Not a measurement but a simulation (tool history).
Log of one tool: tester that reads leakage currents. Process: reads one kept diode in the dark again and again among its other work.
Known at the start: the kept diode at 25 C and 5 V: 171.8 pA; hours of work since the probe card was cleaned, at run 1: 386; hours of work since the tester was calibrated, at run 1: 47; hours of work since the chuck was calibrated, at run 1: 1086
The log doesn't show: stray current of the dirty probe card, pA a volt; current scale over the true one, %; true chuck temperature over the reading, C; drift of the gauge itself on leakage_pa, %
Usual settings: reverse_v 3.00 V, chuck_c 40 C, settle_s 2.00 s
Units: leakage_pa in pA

| run | hour | reverse_v | chuck_c | settle_s | hours of work since the probe card was cleaned | hours of work since the tester was calibrated | hours of work since the chuck was calibrated | leakage_pa |
|---|---|---|---|---|---|---|---|---|
| 1 | 0.0 | 3.00 | 40 | 2.00 | 386 | 47 | 1086 | 460.70 |
| 2 | 27.3 | 3.00 | 29 | 2.00 | 401 | 62 | 1100 | 183.38 |
| 3 | 56.1 | 4.35 | 40 | 2.00 | 417 | 77 | 1116 | 571.93 |
| 4 | 97.8 | 4.35 | 40 | 2.00 | 439 | 99 | 1138 | 571.31 |
| 5 | 129.0 | 4.35 | 40 | 2.00 | 456 | 116 | 1155 | 572.43 |
| 6 | 156.7 | 4.35 | 40 | 2.00 | 470 | 131 | 1170 | 569.92 |
| 7 | 191.4 | 8.70 | 40 | 2.00 | 489 | 150 | 1188 | 848.64 |
| 8 | 209.8 | 3.00 | 40 | 2.00 | 499 | 159 | 1198 | 458.71 |
| 9 | 245.9 | 3.00 | 40 | 1.25 | 518 | 179 | 1218 | 463.42 |
| 10 | 264.1 | 8.79 | 40 | 2.00 | 528 | 188 | 1227 | 852.04 |
| 11 | 303.9 | 8.79 | 40 | 2.00 | 549 | 210 | 1249 | 853.55 |
| 12 | 325.1 | 3.00 | 40 | 2.00 | 561 | 221 | 1260 | 462.90 |
| 13 | 342.6 | 3.00 | 40 | 2.00 | 570 | 231 | 1269 | 460.01 |
| 14 | 384.5 | 6.01 | 24 | 0.41 | 593 | 253 | 1292 | 175.30 |
| 15 | 413.3 | 3.78 | 30 | 0.42 | 608 | 268 | 1307 | 228.31 |
| 16 | 431.6 | 3.71 | 25 | 0.42 | 618 | 278 | 1317 | 145.75 |
| 17 | 467.1 | 3.71 | 25 | 0.42 | 637 | 297 | 1336 | 145.93 |
| 18 | 496.9 | 1.64 | 34 | 1.02 | 653 | 313 | 1352 | 198.67 |
| 19 | 528.3 | 8.05 | 32 | 0.32 | 670 | 330 | 1369 | 419.55 |
| 20 | 560.5 | 5.92 | 40 | 2.42 | 687 | 347 | 1386 | 680.43 |
| 21 | 578.3 | 5.92 | 53 | 2.42 | 696 | 357 | 1396 | 1881.54 |
| 22 | 596.9 | 9.78 | 42 | 3.37 | 706 | 367 | 1406 | 1064.58 |
| 23 | 618.9 | 5.67 | 50 | 0.99 | 718 | 379 | 1418 | 1464.17 |
| 24 | 646.7 | 19.28 | 40 | 0.76 | 733 | 394 | 1432 | 1342.61 |
| 25 | 669.2 | 5.32 | 22 | 4.84 | 745 | 406 | 1445 | 136.42 |

Hidden state or all else? Some run-to-run changes of leakage_pa, split into what the settings, what came in and random variation would give without the hidden state, and what is left for the hidden state (with any gauge scatter that isn't in both results):
Run 20 -> 21: chuck_c 40 -> 53. leakage_pa +1201.11 pA: hidden state -1.35, all else +1202.46.
Run 24 -> 25: reverse_v 19.28 -> 5.32, chuck_c 40 -> 22, settle_s 0.76 -> 4.84. leakage_pa -1206.19 pA: hidden state +1.38, all else -1207.57.
